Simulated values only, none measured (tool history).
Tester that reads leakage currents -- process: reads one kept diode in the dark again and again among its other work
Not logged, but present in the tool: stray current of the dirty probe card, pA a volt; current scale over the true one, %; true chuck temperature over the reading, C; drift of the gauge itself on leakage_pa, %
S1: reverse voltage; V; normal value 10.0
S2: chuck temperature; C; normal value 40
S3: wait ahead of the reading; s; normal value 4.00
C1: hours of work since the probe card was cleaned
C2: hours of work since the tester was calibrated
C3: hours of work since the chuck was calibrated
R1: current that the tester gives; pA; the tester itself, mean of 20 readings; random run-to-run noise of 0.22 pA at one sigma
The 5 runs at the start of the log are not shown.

run 6 hour=873.7 | S1=10.0 S2=40 S3=4.00 | C1=282 C2=4436 C3=516 | R1=74.75
run 7 hour=985.3 | S1=10.0 S2=40 S3=4.00 | C1=339 C2=4493 C3=572 | R1=76.05
run 8 hour=1171.1 | S1=4.4 S2=40 S3=4.00 | C1=433 C2=4587 C3=667 | R1=46.72
-- hour=1194.4 tester calibrated
run 9 hour=1303.4 | S1=4.4 S2=40 S3=4.00 | C1=499 C2=55 C3=733 | R1=47.26
run 10 hour=1534.4 | S1=4.4 S2=40 S3=4.00 | C1=617 C2=173 C3=850 | R1=48.44
run 11 hour=1692.4 | S1=10.0 S2=40 S3=9.45 | C1=697 C2=253 C3=930 | R1=81.62
-- hour=1837.0 chuck's temperature calibrated
run 12 hour=1912.0 | S1=10.0 S2=40 S3=4.00 | C1=807 C2=363 C3=38 | R1=73.74
run 13 hour=2052.2 | S1=3.3 S2=40 S3=4.00 | C1=878 C2=434 C3=109 | R1=37.46
run 14 hour=2151.6 | S1=3.3 S2=40 S3=4.00 | C1=929 C2=485 C3=160 | R1=38.03
-- hour=2256.9 tester calibrated, once more
run 15 hour=2334.5 | S1=3.3 S2=40 S3=4.00 | C1=1021 C2=39 C3=251 | R1=39.46
-- hour=2391.9 probe card cleaned and baked
run 16 hour=2467.5 | S1=3.3 S2=40 S3=4.00 | C1=38 C2=105 C3=317 | R1=38.15
run 17 hour=2604.2 | S1=3.3 S2=40 S3=4.00 | C1=108 C2=175 C3=387 | R1=38.42
run 18 hour=2826.5 | S1=10.0 S2=40 S3=4.00 | C1=221 C2=288 C3=500 | R1=77.06
run 19 hour=2955.1 | S1=10.0 S2=40 S3=4.00 | C1=286 C2=353 C3=565 | R1=77.86
run 20 hour=3095.8 | S1=5.8 S2=23 S3=0.33 | C1=357 C2=424 C3=636 | R1=19.44
run 21 hour=3207.9 | S1=3.4 S2=40 S3=4.00 | C1=414 C2=481 C3=693 | R1=41.48
run 22 hour=3430.6 | S1=2.6 S2=40 S3=4.00 | C1=527 C2=594 C3=806 | R1=35.91
run 23 hour=3605.7 | S1=2.6 S2=40 S3=1.55 | C1=616 C2=683 C3=895 | R1=36.33
run 24 hour=3713.4 | S1=2.6 S2=32 S3=1.55 | C1=671 C2=738 C3=950 | R1=21.92
-- hour=3818.2 chuck's temperature calibrated
run 25 hour=3945.2 | S1=8.7 S2=29 S3=0.81 | C1=787 C2=854 C3=64 | R1=35.79
run 26 hour=4168.2 | S1=10.0 S2=40 S3=1.76 | C1=900 C2=967 C3=178 | R1=78.39

Run 27 comes next. What will it give?
run 27 hour=4377.2 | S1=14.4 S2=38 S3=2.18 | C1=1007 C2=1074 C3=284 | R1=?

Run 27 came out at R1 89.34 pA.
Without the tool's hidden state the same run would have given R1 77.38 pA.

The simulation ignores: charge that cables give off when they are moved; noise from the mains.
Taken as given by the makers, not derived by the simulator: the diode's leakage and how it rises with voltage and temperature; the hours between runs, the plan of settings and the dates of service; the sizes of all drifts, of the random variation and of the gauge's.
